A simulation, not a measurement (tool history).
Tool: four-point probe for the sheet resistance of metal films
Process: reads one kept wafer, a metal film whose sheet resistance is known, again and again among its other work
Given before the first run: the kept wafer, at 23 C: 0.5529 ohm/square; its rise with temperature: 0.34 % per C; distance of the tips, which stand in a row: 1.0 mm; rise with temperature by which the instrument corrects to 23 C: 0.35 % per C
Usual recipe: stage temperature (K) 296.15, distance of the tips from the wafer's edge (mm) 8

run   hour  stage temperature (K)  distance of the tips from the wafer's edge (mm)  sheet resistance as the instrument gives it (ohm/square)
  1    0.0                 296.15                                                8                                                  0.555815
  2   55.6                 296.15                                                8                                                  0.556255
  3  101.1                 296.15                                                8                                                  0.556157
  4  155.0                 296.15                                                8                                                  0.556123
  5  199.4                 296.15                                                8                                                  0.556206
  6  235.3                 296.15                                                8                                                  0.556145
  7  275.4                 299.15                                                8                                                  0.556300
  8  331.5                 299.15                                                8                                                  0.556324
  9  365.3                 299.15                                                8                                                  0.556089
 10  402.1                 296.15                                                8                                                  0.556472
 11  449.2                 296.15                                               65                                                  0.551735
 12  492.5                 303.15                                               65                                                  0.551867
 13  535.7                 303.15                                               65                                                  0.551822
 14  589.4                 303.15                                                6                                                  0.559859
 15  643.4                 298.15                                               60                                                  0.552117
 16  683.5                 308.15                                                8                                                  0.556347

What will run 17 give?
 17  714.4                 298.15                                               22                                                         ?

sheet resistance as the instrument gives it (ohm/square): 0.552531
Without the tool's hidden state the same run would have given sheet resistance as the instrument gives it (ohm/square) 0.553487.

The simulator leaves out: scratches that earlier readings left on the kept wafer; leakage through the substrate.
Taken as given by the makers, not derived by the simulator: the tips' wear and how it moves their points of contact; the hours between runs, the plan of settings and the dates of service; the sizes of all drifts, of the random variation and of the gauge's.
